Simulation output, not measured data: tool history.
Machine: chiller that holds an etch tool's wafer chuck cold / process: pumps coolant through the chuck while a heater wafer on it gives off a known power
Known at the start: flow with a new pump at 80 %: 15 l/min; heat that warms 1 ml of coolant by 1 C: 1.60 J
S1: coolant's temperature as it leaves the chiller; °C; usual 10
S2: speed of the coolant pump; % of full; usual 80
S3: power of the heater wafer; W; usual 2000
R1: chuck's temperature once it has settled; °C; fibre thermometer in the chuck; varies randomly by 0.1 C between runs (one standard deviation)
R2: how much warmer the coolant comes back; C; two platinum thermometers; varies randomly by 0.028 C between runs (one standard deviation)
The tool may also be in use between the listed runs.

run    hour  S1  S2    S3    R1    R2
  1       0  10  80  2000  24.4  5.09
  2    45.2  10  80  2000  24.5  5.09
  3      70  10  76  2000  25.2   5.4
  4   106.9   7  80  2000  21.9  5.09
  5   158.9  14  80  2000  28.5  5.11
  6   188.8  14  80  2000  28.4  5.09
  7   218.1  10  80  2000  24.4  5.11
  8   261.7  10  80  2000  24.6  5.08
  9   286.4  10  80  2000  24.4  5.13
 10   335.4  10  95  2000  22.7  4.34
 11   383.9  18  80  2000  32.5  5.14
 12   405.3  18  80  2000  32.7  5.11
 13   431.4  10  80  2000  24.7  5.05
 14     473  10  80  2000  24.5  5.17
 15   502.6  10  80  2000  24.7  5.12
 16   544.3  10  80  2000  24.6  5.16
 17   565.8  18  80  1577  29.7  4.12
 18   615.7   5  74  1577  17.5  4.39
 19   637.1  15  80  2524  33.4  6.51
 20   666.9   1  80  1338  10.9  3.45
 21   712.3  10  81  2188  26.1  5.59
 22   751.3   1  79  2000    16  5.23
 23   775.5   1  79  2000  15.8   5.2
 24   796.9  13  79  2393  30.9  6.27
 25   840.4   5  96  2393  20.2  5.14
 26   865.7   5  96  2393  20.5   5.2
 27   912.7  10  89  2558  27.6  5.99
 28   963.5  10  89  2558  27.5  6.04
 29     990   7  74  2326  25.6  6.52
 30    1018  10  83  2551  28.7  6.39
 31  1059.5  10  83  2551  28.7  6.39

Taken out of this log: 1 entry between the listed runs. Where each belongs, and how the hidden state differs across it:
Run 5 -> run 6: chiller's thermometer calibrated (hour 177.1)
  heat passed by the chuck's channels, % of clean ones': 92.6 -> 92.5; coolant's true temperature over the reading, C: 0.27 -> -0.05
  the result without the hidden state subtracted from the measured one, R1: +1.3 -> +1.1 °C; R2: +0.1 -> +0.1 C
